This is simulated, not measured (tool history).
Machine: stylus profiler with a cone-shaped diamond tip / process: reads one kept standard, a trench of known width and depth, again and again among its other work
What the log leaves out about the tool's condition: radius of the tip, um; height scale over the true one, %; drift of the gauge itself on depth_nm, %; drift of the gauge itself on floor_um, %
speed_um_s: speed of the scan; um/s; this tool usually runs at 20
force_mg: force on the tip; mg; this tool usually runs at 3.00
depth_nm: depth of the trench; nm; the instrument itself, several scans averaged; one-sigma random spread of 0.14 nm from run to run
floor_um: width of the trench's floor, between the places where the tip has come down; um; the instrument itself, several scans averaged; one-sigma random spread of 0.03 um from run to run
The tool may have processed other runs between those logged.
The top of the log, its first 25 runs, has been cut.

run,hour,speed_um_s,force_mg,scans with this tip,hours of work since the height scale was calibrated,depth_nm,floor_um
26,2634.9,17,2.06,28885,1707,504.60,27.26
27,2730.4,17,1.05,29482,1781,502.90,27.20
28,2812.9,12,3.35,29999,1846,506.43,27.29
# hour 2881.0: height scale calibrated on a step standard
29,2956.0,19,2.65,30891,58,505.17,27.29
30,3050.8,19,2.65,31484,132,505.12,27.27
31,3197.4,14,6.22,32401,247,509.29,27.31
32,3326.0,14,6.22,33206,347,509.32,27.29
33,3401.4,30,4.58,33677,406,507.90,27.28
# hour 3491.6: new tip fitted, height scale calibrated
34,3525.9,5,4.58,215,27,507.55,27.37
35,3653.5,10,1.94,1013,126,504.36,27.31
36,3720.2,20,3.26,1430,178,506.17,27.24
37,3805.0,37,6.55,1961,244,509.56,27.28

What if the next run were any one of these 5? Each begins from the tool's condition after run 37:
A,3871.7,13,1.20,2378,296,?,?
B,3871.7,35,5.20,2378,296,?,?
C,3871.7,37,1.15,2378,296,?,?
D,3871.7,12,4.90,2378,296,?,?
E,3871.7,72,7.17,2378,296,?,?

run,depth_nm,floor_um
A,503.06,27.25
B,508.24,27.28
C,503.06,27.15
D,507.70,27.35
E,510.39,27.12
Had the tool no hidden state, the same runs would have come out as:
run,depth_nm,floor_um
A,503.05,27.25
B,508.23,27.28
C,503.05,27.15
D,507.69,27.35
E,510.38,27.12

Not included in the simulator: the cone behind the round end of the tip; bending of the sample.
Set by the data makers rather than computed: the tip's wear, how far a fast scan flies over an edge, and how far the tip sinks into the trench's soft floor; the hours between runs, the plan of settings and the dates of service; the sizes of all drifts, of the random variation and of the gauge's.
